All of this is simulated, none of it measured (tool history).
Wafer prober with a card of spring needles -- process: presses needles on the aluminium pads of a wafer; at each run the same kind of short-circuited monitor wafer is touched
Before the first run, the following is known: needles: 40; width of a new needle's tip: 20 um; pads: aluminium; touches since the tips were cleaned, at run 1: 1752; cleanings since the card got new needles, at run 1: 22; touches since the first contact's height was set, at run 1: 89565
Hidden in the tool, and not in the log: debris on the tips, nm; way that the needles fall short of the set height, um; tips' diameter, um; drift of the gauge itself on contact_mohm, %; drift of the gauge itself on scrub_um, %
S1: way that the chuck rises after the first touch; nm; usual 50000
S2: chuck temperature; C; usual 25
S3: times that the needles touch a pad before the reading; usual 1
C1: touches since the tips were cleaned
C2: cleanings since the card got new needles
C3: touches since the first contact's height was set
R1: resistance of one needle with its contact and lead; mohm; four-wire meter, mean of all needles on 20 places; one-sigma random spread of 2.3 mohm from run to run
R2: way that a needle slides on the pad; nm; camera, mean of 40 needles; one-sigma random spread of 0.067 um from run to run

run,hour,S1,S2,S3,C1,C2,C3,R1,R2
1,0.0,50000,25,1,1752,22,89565,362,9780
# hour 7.9: tips cleaned on abrasive film
# hour 25.2: tips cleaned on abrasive film
2,27.5,50000,25,1,571,24,96117,311,9600
# hour 39.7: tips cleaned on abrasive film
# hour 51.2: height of the first contact set anew
3,51.2,50000,25,1,2682,25,0,407,10080
# hour 55.6: tips cleaned on abrasive film
# hour 71.1: tips cleaned on abrasive film
4,71.1,50000,25,1,0,27,4724,274,10040
# hour 86.3: tips cleaned on abrasive film
5,88.8,50000,25,1,599,28,8934,319,10040
# hour 100.9: tips cleaned on abrasive film
# hour 115.6: tips cleaned on abrasive film
6,116.7,50000,25,1,266,30,15557,292,9920
# hour 130.7: tips cleaned on abrasive film
# hour 145.2: tips cleaned on abrasive film
7,145.6,50000,25,1,80,32,22431,277,9980
# hour 161.1: tips cleaned on abrasive film
# hour 177.1: tips cleaned on abrasive film
8,180.5,65000,25,1,826,34,30766,300,12850
# hour 192.4: tips cleaned on abrasive film
# hour 206.8: tips cleaned on abrasive film
9,214.0,65000,25,1,1707,36,38725,318,13060
# hour 221.8: tips cleaned on abrasive film
# hour 236.9: tips cleaned on abrasive film
10,241.3,50000,25,3,1050,38,45218,294,9830
# hour 251.5: tips cleaned on abrasive film
# hour 267.8: tips cleaned on abrasive film
11,279.5,50000,25,3,2800,40,54327,312,9830
# hour 284.3: tips cleaned on abrasive film
# hour 299.7: tips cleaned on abrasive film
12,313.4,40000,101,2,3288,42,62416,433,7710
# hour 315.6: tips cleaned on abrasive film
# hour 331.4: tips cleaned on abrasive film
13,342.2,40000,101,2,2587,44,69252,415,7580
# hour 347.4: tips cleaned on abrasive film
# hour 364.2: tips cleaned on abrasive film
14,377.1,40000,101,2,3090,46,77561,423,7790
# hour 379.6: tips cleaned on abrasive film
# hour 396.6: tips cleaned on abrasive film
15,402.0,50000,25,2,1294,48,83479,318,9790
# hour 413.4: tips cleaned on abrasive film
# hour 429.2: tips cleaned on abrasive film
16,436.4,50000,25,2,1708,50,91675,338,9590
# hour 443.8: tips cleaned on abrasive film
# hour 460.3: tips cleaned on abrasive film
17,465.8,50000,25,2,1315,52,98678,320,9640
# hour 475.6: tips cleaned on abrasive film
# hour 481.1: height of the first contact set anew
# hour 490.4: tips cleaned on abrasive film
18,501.2,61000,31,1,2588,54,4776,360,12210
# hour 506.8: tips cleaned on abrasive film
# hour 523.2: tips cleaned on abrasive film
19,537.0,30000,33,1,3287,56,13304,717,6100
# hour 538.8: tips cleaned on abrasive film
# hour 556.7: tips cleaned on abrasive film
20,569.3,30000,33,1,3034,58,21011,655,5920
# hour 572.6: tips cleaned on abrasive film
# hour 587.0: tips cleaned on abrasive film
# hour 603.5: tips cleaned on abrasive film
21,608.0,50000,25,2,1070,61,30207,309,9990
# hour 619.9: tips cleaned on abrasive film
# hour 634.7: tips cleaned on abrasive film
22,641.6,50000,25,2,1662,63,38214,333,9910

What if the next run were any one of these 5? Each begins from the tool's condition after run 22:
# hour 651.4: tips cleaned on abrasive film
A,664.2,50000,62,2,3057,64,43589,?,?
# hour 651.4: tips cleaned on abrasive film
B,664.2,68000,89,1,3057,64,43589,?,?
# hour 651.4: tips cleaned on abrasive film
C,664.2,36000,116,2,3057,64,43589,?,?
# hour 651.4: tips cleaned on abrasive film
D,664.2,46000,25,2,3057,64,43589,?,?
# hour 651.4: tips cleaned on abrasive film
E,664.2,53000,25,2,3057,64,43589,?,?

run,R1,R2
A,370,9900
B,364,13520
C,459,7090
D,381,9100
E,349,10490
With no hidden state in the tool, these same runs would have given:
run,R1,R2
A,271,10130
B,273,13740
C,293,7310
D,260,9330
E,256,10720

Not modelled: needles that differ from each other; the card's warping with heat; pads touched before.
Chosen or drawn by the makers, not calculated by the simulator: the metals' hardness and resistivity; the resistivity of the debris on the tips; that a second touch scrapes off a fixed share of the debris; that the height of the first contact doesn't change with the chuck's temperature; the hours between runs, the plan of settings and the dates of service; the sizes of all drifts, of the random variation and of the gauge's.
